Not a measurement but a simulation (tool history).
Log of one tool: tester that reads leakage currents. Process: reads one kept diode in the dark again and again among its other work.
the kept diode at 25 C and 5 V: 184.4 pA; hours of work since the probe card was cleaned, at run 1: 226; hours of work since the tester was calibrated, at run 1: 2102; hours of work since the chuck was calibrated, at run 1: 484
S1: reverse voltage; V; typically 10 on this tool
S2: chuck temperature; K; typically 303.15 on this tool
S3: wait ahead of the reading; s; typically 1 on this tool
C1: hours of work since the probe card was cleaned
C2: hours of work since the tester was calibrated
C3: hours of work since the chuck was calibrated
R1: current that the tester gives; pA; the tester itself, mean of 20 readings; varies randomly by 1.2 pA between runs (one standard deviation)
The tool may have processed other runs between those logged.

run	hour	S1	S2	S3	C1	C2	C3	R1
1	0	10	303.15	1	226	2102	484	387.36
2	57.5	10	303.15	1	271	2147	529	388.36
3	123.2	10	299.15	1	323	2198	580	269.55
4	161.1	9.5	299.15	1	352	2228	610	265.38
5	236.9	10	303.15	1	412	2288	670	385.53
6	289.3	1	303.15	1	453	2329	711	135.85
7	340.4	1	303.15	1	493	2369	751	136.04
8	416.7	1	303.15	1	553	2429	811	135.11
9	487.9	1	303.15	1	609	2485	867	134.67
10	544.8	1	303.15	1	654	2530	912	134.11
11	591.6	10	303.15	0.84	691	2567	949	378.93
12	645.2	10	303.15	0.84	733	2609	991	381.2
13	708.1	10	303.15	0.84	783	2658	1040	380.95
14	743.6	10	303.15	0.84	810	2686	1068	380.34
15	804.6	10	303.15	0.84	858	2734	1116	377.84
16	857.3	1.8	303.15	1	900	2776	1158	172.82
17	891.3	1.8	303.15	1	927	2802	1184	172.66
18	954.1	1.8	303.15	1	976	2852	1234	172.24
19	1017.1	10	310.15	1	1025	2901	1283	683.84
20	1073.5	10	310.15	1	1070	2946	1328	684.27
21	1142.1	11.9	295.15	1.6	1124	3000	1382	198.25
22	1184.2	10	321.15	1.88	1157	3033	1415	1668.33
23	1244.5	2.9	321.15	0.53	1204	3080	1462	957.41
24	1297.8	2.8	321.15	1.94	1246	3122	1504	948.82
25	1338.6	2.8	321.15	1.94	1278	3154	1536	940.05
26	1381.3	17.2	321.15	1.94	1312	3188	1570	2127.58
27	1448.4	2.4	298.15	1	1365	3240	1622	123.19
28	1506.3	8.2	298.15	1	1410	3286	1668	217.3
29	1580.2	10	296.15	1.14	1468	3344	1726	199.5
30	1661.2	1.4	295.15	8.35	1532	3408	1790	72.06
31	1715.4	9.6	295.15	0.68	1575	3450	1832	180.43
32	1772.4	1.1	308.15	1	1619	3495	1877	207.58
33	1846.3	1	302.15	0.42	1677	3553	1935	117.51
34	1923	1	302.15	0.42	1738	3614	1996	116.63
35	1987.7	4.2	305.15	2.08	1789	3664	2046	289.29
# hour 2050.2: chuck's temperature calibrated
36	2060.9	10	323.15	0.77	1845	3720	8	2098.53
37	2117.9	10	303.15	0.52	1889	3765	53	408.53
38	2153.5	5.8	313.15	0.33	1917	3793	81	735.57
39	2219.2	5.8	313.15	0.33	1969	3845	133	736.18
40	2295.4	5.9	320.15	1	2029	3905	193	1302.09

Pick out some run-to-run changes in R1. Of each, how much would a tool without hidden state show as well, from the settings, what came in and chance, and how much is left for the hidden state and any gauge scatter not in both results compared?
Hidden state present: stray current of the dirty probe card, pA a volt; current scale over the true one, %; true chuck temperature over the reading, C; drift of the gauge itself on leakage_pa, %.
Run 21 -> 22: S1 11.9 -> 10, S2 295.15 -> 321.15, S3 1.6 -> 1.88. R1 +1470.08 pA: hidden state -109.82, all else +1579.9.
Run 25 -> 26: S1 2.8 -> 17.2. R1 +1187.53 pA: hidden state -90.03, all else +1277.56.
Run 26 -> 27: S1 17.2 -> 2.4, S2 321.15 -> 298.15, S3 1.94 -> 1. R1 -2004.39 pA: hidden state +154.69, all else -2159.08.
Run 35 -> 36: S1 4.2 -> 10, S2 305.15 -> 323.15, S3 2.08 -> 0.77, chuck's temperature calibrated. R1 +1809.24 pA: hidden state +29.42, all else +1779.82.
Run 36 -> 37: S2 323.15 -> 303.15, S3 0.77 -> 0.52. R1 -1690 pA: hidden state +8.25, all else -1698.25.
